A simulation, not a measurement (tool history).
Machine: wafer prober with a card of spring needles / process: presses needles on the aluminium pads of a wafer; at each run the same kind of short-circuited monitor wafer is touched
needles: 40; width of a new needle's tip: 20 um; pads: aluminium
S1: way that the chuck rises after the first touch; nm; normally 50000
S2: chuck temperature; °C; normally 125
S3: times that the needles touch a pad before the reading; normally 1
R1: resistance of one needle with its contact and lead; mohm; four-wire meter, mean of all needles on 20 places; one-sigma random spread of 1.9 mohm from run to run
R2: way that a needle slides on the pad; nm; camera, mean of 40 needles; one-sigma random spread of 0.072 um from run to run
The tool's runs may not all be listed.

| run | hour | S1 | S2 | S3 | R1 | R2 |
|---|---|---|---|---|---|---|
| 1 | 0.0 | 50000 | 125 | 1 | 279 | 10520 |
|  | 8.4 | tips cleaned on abrasive film |
|  | 19.5 | tips cleaned on abrasive film |
|  | 30.6 | tips cleaned on abrasive film |
|  | 39.2 | height of the first contact set anew |
|  | 44.8 | tips cleaned on abrasive film |
|  | 58.7 | tips cleaned on abrasive film |
|  | 72.6 | tips cleaned on abrasive film |
|  | 86.5 | tips cleaned on abrasive film |
| 2 | 89.8 | 50000 | 39 | 1 | 256 | 10880 |
|  | 98.2 | tips cleaned on abrasive film |
|  | 112.1 | tips cleaned on abrasive film |
|  | 126.0 | tips cleaned on abrasive film |
| 3 | 132.5 | 50000 | 39 | 1 | 282 | 10890 |
|  | 138.2 | tips cleaned on abrasive film |
|  | 149.3 | tips cleaned on abrasive film |
|  | 163.2 | tips cleaned on abrasive film |
| 4 | 170.7 | 50000 | 39 | 1 | 282 | 10660 |
|  | 176.3 | tips cleaned on abrasive film |
|  | 187.4 | tips cleaned on abrasive film |
|  | 198.6 | tips cleaned on abrasive film |
|  | 209.7 | tips cleaned on abrasive film |
|  | 223.6 | tips cleaned on abrasive film |
|  | 234.7 | tips cleaned on abrasive film |
| 5 | 242.5 | 50000 | 39 | 1 | 283 | 10620 |
|  | 248.1 | tips cleaned on abrasive film |
|  | 262.0 | tips cleaned on abrasive film |
|  | 275.9 | tips cleaned on abrasive film |
|  | 289.8 | tips cleaned on abrasive film |
| 6 | 294.0 | 50000 | 39 | 1 | 272 | 10470 |
|  | 302.4 | tips cleaned on abrasive film |
|  | 313.5 | tips cleaned on abrasive film |
|  | 327.4 | tips cleaned on abrasive film |
|  | 341.3 | tips cleaned on abrasive film |
|  | 355.2 | tips cleaned on abrasive film |
| 7 | 360.5 | 50000 | 39 | 1 | 276 | 10460 |
|  | 368.8 | tips cleaned on abrasive film |
|  | 380.0 | tips cleaned on abrasive film |
|  | 383.0 | height of the first contact set anew |
|  | 394.2 | tips cleaned on abrasive film |
|  | 408.1 | tips cleaned on abrasive film |
|  | 419.2 | tips cleaned on abrasive film |
| 8 | 420.4 | 50000 | 125 | 1 | 242 | 10850 |
|  | 431.5 | tips cleaned on abrasive film |
|  | 445.4 | tips cleaned on abrasive film |
|  | 456.6 | tips cleaned on abrasive film |
|  | 470.5 | tips cleaned on abrasive film |
| 9 | 472.6 | 50000 | 125 | 1 | 272 | 10700 |
|  | 483.8 | tips cleaned on abrasive film |
|  | 494.9 | tips cleaned on abrasive film |
|  | 508.8 | tips cleaned on abrasive film |
| 10 | 513.4 | 50000 | 125 | 1 | 285 | 10910 |
|  | 521.8 | tips cleaned on abrasive film |
|  | 535.7 | tips cleaned on abrasive film |
|  | 546.8 | tips cleaned on abrasive film |
|  | 557.9 | tips cleaned on abrasive film |
|  | 569.1 | tips cleaned on abrasive film |
|  | 583.0 | tips cleaned on abrasive film |
| 11 | 587.8 | 48000 | 125 | 1 | 299 | 10230 |
|  | 596.1 | tips cleaned on abrasive film |
|  | 610.0 | tips cleaned on abrasive film |
|  | 621.2 | tips cleaned on abrasive film |
|  | 632.3 | tips cleaned on abrasive film |
|  | 646.2 | tips cleaned on abrasive film |
|  | 660.1 | tips cleaned on abrasive film |
| 12 | 665.7 | 48000 | 125 | 1 | 302 | 10080 |
|  | 671.3 | tips cleaned on abrasive film |
|  | 682.4 | tips cleaned on abrasive film |
|  | 696.3 | tips cleaned on abrasive film |
|  | 710.2 | tips cleaned on abrasive film |
|  | 724.1 | tips cleaned on abrasive film |
|  | 727.2 | height of the first contact set anew |
|  | 738.3 | tips cleaned on abrasive film |
|  | 750.6 | tips cleaned on abrasive film |
| 13 | 750.6 | 63000 | 125 | 2 | 206 | 13770 |
|  | 764.5 | tips cleaned on abrasive film |
|  | 775.6 | tips cleaned on abrasive film |
|  | 789.5 | tips cleaned on abrasive film |
|  | 803.4 | tips cleaned on abrasive film |
|  | 817.3 | tips cleaned on abrasive film |
|  | 831.2 | tips cleaned on abrasive film |
| 14 | 836.7 | 58000 | 125 | 2 | 245 | 12610 |
|  | 845.1 | tips cleaned on abrasive film |
|  | 859.0 | tips cleaned on abrasive film |
|  | 872.9 | tips cleaned on abrasive film |
| 15 | 883.5 | 50000 | 52 | 1 | 301 | 10700 |
|  | 886.3 | tips cleaned on abrasive film |
|  | 900.2 | tips cleaned on abrasive film |
|  | 914.1 | tips cleaned on abrasive film |
|  | 925.3 | tips cleaned on abrasive film |
|  | 939.2 | tips cleaned on abrasive film |
|  | 950.3 | tips cleaned on abrasive film |
|  | 964.2 | tips cleaned on abrasive film |
| 16 | 965.5 | 64000 | 35 | 2 | 200 | 13650 |
|  | 976.6 | tips cleaned on abrasive film |
|  | 990.5 | tips cleaned on abrasive film |
|  | 1004.4 | tips cleaned on abrasive film |
|  | 1015.5 | tips cleaned on abrasive film |
|  | 1026.7 | tips cleaned on abrasive film |
| 17 | 1028.7 | 64000 | 35 | 2 | 205 | 13510 |
|  | 1039.8 | tips cleaned on abrasive film |
|  | 1051.0 | tips cleaned on abrasive film |
|  | 1064.9 | tips cleaned on abrasive film |
|  | 1070.7 | height of the first contact set anew |
|  | 1076.3 | tips cleaned on abrasive film |
|  | 1090.2 | tips cleaned on abrasive film |
|  | 1104.1 | tips cleaned on abrasive film |
| 18 | 1104.5 | 53000 | 125 | 1 | 226 | 11260 |
|  | 1115.6 | tips cleaned on abrasive film |
|  | 1129.5 | tips cleaned on abrasive film |
|  | 1143.4 | tips cleaned on abrasive film |
|  | 1157.3 | tips cleaned on abrasive film |
| 19 | 1157.5 | 37000 | 125 | 2 | 245 | 8090 |
|  | 1168.6 | tips cleaned on abrasive film |
|  | 1179.8 | tips cleaned on abrasive film |
|  | 1193.6 | tips cleaned on abrasive film |
|  | 1204.8 | tips cleaned on abrasive film |
|  | 1215.9 | tips cleaned on abrasive film |
|  | 1227.9 | card fitted with new needles |
|  | 1241.8 | tips cleaned on abrasive film |
| 20 | 1248.3 | 50000 | 51 | 1 | 263 | 10900 |
|  | 1253.9 | tips cleaned on abrasive film |
|  | 1265.0 | tips cleaned on abrasive film |
|  | 1276.2 | tips cleaned on abrasive film |
|  | 1290.1 | tips cleaned on abrasive film |
|  | 1304.0 | tips cleaned on abrasive film |
| 21 | 1307.7 | 50000 | 51 | 1 | 256 | 10670 |
|  | 1316.1 | tips cleaned on abrasive film |
|  | 1327.2 | tips cleaned on abrasive film |
|  | 1338.3 | tips cleaned on abrasive film |
|  | 1352.2 | tips cleaned on abrasive film |
|  | 1363.4 | tips cleaned on abrasive film |
|  | 1374.5 | tips cleaned on abrasive film |
| 22 | 1383.8 | 51000 | 51 | 1 | 274 | 10820 |
|  | 1386.7 | tips cleaned on abrasive film |
|  | 1397.8 | tips cleaned on abrasive film |
|  | 1408.9 | tips cleaned on abrasive film |
|  | 1422.8 | tips cleaned on abrasive film |
|  | 1434.0 | tips cleaned on abrasive film |
|  | 1447.9 | tips cleaned on abrasive film |
|  | 1461.7 | tips cleaned on abrasive film |
| 23 | 1465.9 | 51000 | 51 | 1 | 247 | 10750 |

3 options for the next run, each taken on its own from the tool as it stands now. Forecast them:
|  | 1474.3 | tips cleaned on abrasive film |
|  | 1485.4 | tips cleaned on abrasive film |
|  | 1499.3 | tips cleaned on abrasive film |
|  | 1510.4 | tips cleaned on abrasive film |
| A | 1513.8 | 34000 | 100 | 1 | ? | ? |
|  | 1474.3 | tips cleaned on abrasive film |
|  | 1485.4 | tips cleaned on abrasive film |
|  | 1499.3 | tips cleaned on abrasive film |
|  | 1510.4 | tips cleaned on abrasive film |
| B | 1513.8 | 48000 | 41 | 1 | ? | ? |
|  | 1474.3 | tips cleaned on abrasive film |
|  | 1485.4 | tips cleaned on abrasive film |
|  | 1499.3 | tips cleaned on abrasive film |
|  | 1510.4 | tips cleaned on abrasive film |
| C | 1513.8 | 51000 | 79 | 1 | ? | ? |

| run | R1 | R2 |
|---|---|---|
| A | 349 | 7070 |
| B | 266 | 10130 |
| C | 262 | 10820 |
Without the tool's unlogged condition, the same runs would have read:
| run | R1 | R2 |
|---|---|---|
| A | 218 | 7430 |
| B | 191 | 10480 |
| C | 199 | 11180 |

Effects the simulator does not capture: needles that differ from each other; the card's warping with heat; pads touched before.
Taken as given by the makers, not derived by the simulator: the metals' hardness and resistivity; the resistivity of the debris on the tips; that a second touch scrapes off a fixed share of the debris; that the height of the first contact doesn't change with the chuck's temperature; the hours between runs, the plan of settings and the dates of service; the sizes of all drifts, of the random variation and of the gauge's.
